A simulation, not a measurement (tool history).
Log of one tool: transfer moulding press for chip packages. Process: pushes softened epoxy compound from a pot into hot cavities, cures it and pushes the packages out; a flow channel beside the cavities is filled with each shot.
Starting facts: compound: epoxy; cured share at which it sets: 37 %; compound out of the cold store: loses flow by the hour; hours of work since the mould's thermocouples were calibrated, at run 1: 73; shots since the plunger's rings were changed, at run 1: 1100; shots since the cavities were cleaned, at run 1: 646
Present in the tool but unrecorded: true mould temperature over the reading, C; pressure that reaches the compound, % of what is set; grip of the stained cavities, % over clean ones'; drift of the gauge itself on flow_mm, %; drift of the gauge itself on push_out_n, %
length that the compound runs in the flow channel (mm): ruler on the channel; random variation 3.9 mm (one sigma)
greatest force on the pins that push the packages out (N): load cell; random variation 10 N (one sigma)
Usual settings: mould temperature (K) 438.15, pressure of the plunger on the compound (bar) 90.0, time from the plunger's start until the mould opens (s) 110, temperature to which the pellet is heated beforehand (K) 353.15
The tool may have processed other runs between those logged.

| run | hour | mould temperature (K) | pressure of the plunger on the compound (bar) | time from the plunger's start until the mould opens (s) | temperature to which the pellet is heated beforehand (K) | hours of work since the mould's thermocouples were calibrated | shots since the plunger's rings were changed | shots since the cavities were cleaned | incoming compound's hours out of the cold store | length that the compound runs in the flow channel (mm) | greatest force on the pins that push the packages out (N) |
|---|---|---|---|---|---|---|---|---|---|---|---|
| 1 | 0.0 | 438.15 | 90.0 | 110 | 353.15 | 73 | 1100 | 646 | 23.3 | 490 | 1000 |
|  | 2.1 | cavities cleaned with cleaning compound and waxed |
| 2 | 5.6 | 438.15 | 90.0 | 110 | 353.15 | 75 | 1133 | 29 | 34.5 | 469 | 535 |
| 3 | 14.7 | 438.15 | 93.6 | 110 | 353.15 | 80 | 1207 | 103 | 28.2 | 495 | 635 |
| 4 | 18.9 | 438.15 | 76.1 | 110 | 353.15 | 82 | 1242 | 138 | 35.6 | 426 | 696 |
| 5 | 25.4 | 438.15 | 76.1 | 110 | 353.15 | 86 | 1294 | 190 | 13.6 | 472 | 753 |
| 6 | 32.3 | 438.15 | 76.1 | 110 | 353.15 | 90 | 1351 | 247 | 37.1 | 423 | 807 |
| 7 | 36.3 | 438.15 | 90.0 | 110 | 353.15 | 92 | 1383 | 279 | 21.9 | 491 | 841 |
| 8 | 41.2 | 438.15 | 90.0 | 110 | 353.15 | 94 | 1423 | 319 | 30.1 | 473 | 830 |
| 9 | 49.4 | 445.15 | 90.0 | 110 | 353.15 | 99 | 1490 | 386 | 39.7 | 446 | 821 |
| 10 | 56.9 | 438.15 | 90.0 | 110 | 353.15 | 103 | 1551 | 447 | 16.2 | 510 | 906 |
| 11 | 61.7 | 438.15 | 90.0 | 110 | 353.15 | 105 | 1591 | 487 | 36.9 | 460 | 940 |
|  | 64.2 | mould's thermocouples calibrated |
| 12 | 70.8 | 439.15 | 90.0 | 110 | 353.15 | 4 | 1648 | 544 | 26.0 | 487 | 916 |
| 13 | 78.7 | 439.15 | 90.0 | 110 | 353.15 | 8 | 1713 | 609 | 11.1 | 514 | 962 |
|  | 85.6 | cavities cleaned with cleaning compound and waxed |
| 14 | 88.3 | 438.15 | 90.0 | 110 | 353.15 | 12 | 1778 | 22 | 41.3 | 448 | 527 |
| 15 | 93.3 | 438.15 | 90.0 | 96 | 353.15 | 15 | 1819 | 63 | 12.5 | 513 | 699 |
| 16 | 100.6 | 439.15 | 90.0 | 96 | 353.15 | 19 | 1879 | 123 | 43.0 | 444 | 725 |
|  | 106.0 | mould's thermocouples calibrated, once more |
| 17 | 108.4 | 440.15 | 90.0 | 110 | 351.15 | 1 | 1926 | 170 | 15.2 | 498 | 702 |
| 18 | 113.4 | 438.15 | 90.0 | 110 | 352.15 | 4 | 1966 | 210 | 38.2 | 454 | 752 |
| 19 | 119.3 | 433.15 | 84.4 | 110 | 350.15 | 7 | 2014 | 258 | 17.2 | 498 | 963 |
| 20 | 128.3 | 433.15 | 84.4 | 110 | 350.15 | 12 | 2088 | 332 | 30.1 | 468 | 1007 |
| 21 | 137.0 | 438.15 | 90.0 | 149 | 353.15 | 17 | 2159 | 403 | 27.8 | 473 | 817 |
| 22 | 141.9 | 438.15 | 90.0 | 149 | 353.15 | 19 | 2198 | 442 | 25.1 | 475 | 845 |
| 23 | 145.8 | 438.15 | 90.0 | 149 | 353.15 | 21 | 2231 | 475 | 21.9 | 484 | 844 |
| 24 | 151.3 | 438.15 | 90.0 | 149 | 353.15 | 24 | 2276 | 520 | 17.9 | 496 | 874 |
| 25 | 156.0 | 431.15 | 90.0 | 92 | 354.15 | 27 | 2314 | 558 | 10.0 | 530 | 1915 |
| 26 | 164.6 | 431.15 | 90.0 | 92 | 354.15 | 31 | 2384 | 628 | 38.5 | 465 | 1674 |
|  | 168.9 | cavities cleaned with cleaning compound and waxed |
| 27 | 172.4 | 443.15 | 90.0 | 136 | 353.15 | 35 | 2435 | 29 | 42.7 | 428 | 477 |
| 28 | 181.8 | 443.15 | 90.0 | 136 | 353.15 | 40 | 2512 | 106 | 15.7 | 492 | 608 |
| 29 | 186.3 | 443.15 | 75.9 | 136 | 349.15 | 42 | 2549 | 143 | 14.9 | 456 | 615 |

Hidden state at the last listed run before each entry between runs and at the first one after, where it differs:
In the gap between runs 1 and 2: cavities cleaned with cleaning compound and waxed (hour 2.1)
  true mould temperature over the reading, C: -0.17 -> -0.18; pressure that reaches the compound, % of what is set: 95.72 -> 95.59; grip of the stained cavities, % over clean ones': 101.5 -> 11.1
  measured result minus the result with no hidden state, length that the compound runs in the flow channel (mm): -11 -> -10; greatest force on the pins that push the packages out (N): +502 -> +55
In the gap between runs 11 and 12: mould's thermocouples calibrated (hour 64.2)
  true mould temperature over the reading, C: -0.24 -> -0.41; pressure that reaches the compound, % of what is set: 94.01 -> 93.81; grip of the stained cavities, % over clean ones': 89.5 -> 93.2
  measured result minus the result with no hidden state, length that the compound runs in the flow channel (mm): -14 -> -15; greatest force on the pins that push the packages out (N): +446 -> +447
In the gap between runs 13 and 14: cavities cleaned with cleaning compound and waxed (hour 85.6)
  true mould temperature over the reading, C: -0.41 -> -0.42; pressure that reaches the compound, % of what is set: 93.58 -> 93.35; grip of the stained cavities, % over clean ones': 96.9 -> 7.8
  measured result minus the result with no hidden state, length that the compound runs in the flow channel (mm): -16 -> -15; greatest force on the pins that push the packages out (N): +475 -> +43
In the gap between runs 16 and 17: mould's thermocouples calibrated, once more (hour 106.0)
  true mould temperature over the reading, C: -0.44 -> 0.12; pressure that reaches the compound, % of what is set: 92.96 -> 92.8; grip of the stained cavities, % over clean ones': 38.4 -> 47.9
  measured result minus the result with no hidden state, length that the compound runs in the flow channel (mm): -15 -> -19; greatest force on the pins that push the packages out (N): +210 -> +228
In the gap between runs 26 and 27: cavities cleaned with cleaning compound and waxed (hour 168.9)
  true mould temperature over the reading, C: 0.06 -> 0.05; pressure that reaches the compound, % of what is set: 91.14 -> 90.96; grip of the stained cavities, % over clean ones': 98.4 -> 10.2
  measured result minus the result with no hidden state, length that the compound runs in the flow channel (mm): -23 -> -21; greatest force on the pins that push the packages out (N): +832 -> +45

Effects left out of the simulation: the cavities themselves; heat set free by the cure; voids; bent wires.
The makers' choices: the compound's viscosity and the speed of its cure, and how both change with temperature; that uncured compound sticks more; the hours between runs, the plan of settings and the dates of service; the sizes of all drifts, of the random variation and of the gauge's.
